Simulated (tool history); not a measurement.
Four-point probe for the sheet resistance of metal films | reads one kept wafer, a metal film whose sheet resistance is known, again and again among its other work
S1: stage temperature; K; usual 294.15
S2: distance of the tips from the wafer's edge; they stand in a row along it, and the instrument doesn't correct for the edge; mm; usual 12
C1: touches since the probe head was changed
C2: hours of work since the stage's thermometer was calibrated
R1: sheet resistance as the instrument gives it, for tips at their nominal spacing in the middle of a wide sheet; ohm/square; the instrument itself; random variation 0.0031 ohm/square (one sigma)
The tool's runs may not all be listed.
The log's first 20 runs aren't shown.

At hour 809.3: stage's thermometer calibrated, once more.
Run 21, hour 834.5: usual settings; C1 53556; C2 12. Result: R1 16.423858 ohm/square.
Run 22, hour 884.6: usual settings but S1 303.15 K, S2 23 mm; C1 54726; C2 37. Result: R1 16.378362 ohm/square.
Run 23, hour 911.6: usual settings but S2 9 mm; C1 55354; C2 51. Result: R1 16.499627 ohm/square.
Run 24, hour 947: usual settings but S2 9 mm; C1 56181; C2 68. Result: R1 16.49995 ohm/square.
Run 25, hour 986.6: usual settings but S1 303.15 K, S2 9 mm; C1 57105; C2 88. Result: R1 16.526578 ohm/square.
Run 26, hour 1042.8: usual settings but S1 303.15 K, S2 9 mm; C1 58415; C2 116. Result: R1 16.528199 ohm/square.
Run 27, hour 1100.9: usual settings but S1 305.15 K, S2 9 mm; C1 59773; C2 145. Result: R1 16.535492 ohm/square.
Run 28, hour 1149.9: usual settings but S1 298.15 K, S2 19 mm; C1 60916; C2 169. Result: R1 16.37841 ohm/square.
Run 29, hour 1199.1: usual settings but S1 305.15 K, S2 8 mm; C1 62063; C2 194. Result: R1 16.574173 ohm/square.
Run 30, hour 1228.4: usual settings but S1 308.15 K, S2 11 mm; C1 62746; C2 208. Result: R1 16.485068 ohm/square.
Run 31, hour 1260.9: usual settings but S1 307.15 K, S2 49 mm; C1 63505; C2 225. Result: R1 16.377198 ohm/square.
Run 32, hour 1304.3: usual settings but S1 299.15 K, S2 11 mm; C1 64517; C2 246. Result: R1 16.455146 ohm/square.
Run 33, hour 1342.7: usual settings but S1 308.15 K; C1 65414; C2 265. Result: R1 16.461955 ohm/square.
Run 34, hour 1379.1: usual settings but S1 300.15 K, S2 36 mm; C1 66262; C2 283. Result: R1 16.354327 ohm/square.
Run 35, hour 1429: usual settings but S1 293.15 K, S2 32 mm; C1 67426; C2 308. Result: R1 16.330236 ohm/square.
Run 36, hour 1462.6: usual settings but S1 295.15 K, S2 19 mm; C1 68211; C2 325. Result: R1 16.376139 ohm/square.
Run 37, hour 1501.4: usual settings but S2 3 mm; C1 69115; C2 344. Result: R1 17.746612 ohm/square.
Run 38, hour 1558.6: usual settings but S2 3 mm; C1 70449; C2 373. Result: R1 17.751761 ohm/square.
Run 39, hour 1600.1: usual settings but S2 51 mm; C1 71417; C2 393. Result: R1 16.330426 ohm/square.
Run 40, hour 1630.5: usual settings but S1 291.15 K, S2 15 mm; C1 72127; C2 408. Result: R1 16.385954 ohm/square.
Run 41, hour 1673.9: usual settings but S1 305.15 K, S2 5 mm; C1 73140; C2 430. Result: R1 16.908507 ohm/square.

5 ways to go on from here, each from the tool as it stands after run 41. What would each give?
Run A, hour 1699.1: usual settings but S1 304.15 K, S2 15 mm; C1 73728; C2 442. Result: R1 ?.
Run B, hour 1699.1: usual settings but S1 301.15 K, S2 22 mm; C1 73728; C2 442. Result: R1 ?.
Run C, hour 1699.1: usual settings but S1 307.15 K, S2 8 mm; C1 73728; C2 442. Result: R1 ?.
Run D, hour 1699.1: usual settings but S1 293.15 K, S2 27 mm; C1 73728; C2 442. Result: R1 ?.
Run E, hour 1699.1: usual settings but S1 306.15 K, S2 24 mm; C1 73728; C2 442. Result: R1 ?.

run         R1
  A   16.42338
  B  16.377018
  C  16.585494
  D   16.34686
  E  16.389274
Without the tool's hidden state the same runs would have given:
run         R1
  A  16.411088
  B  16.364756
  C  16.573092
  D  16.334615
  E  16.377006
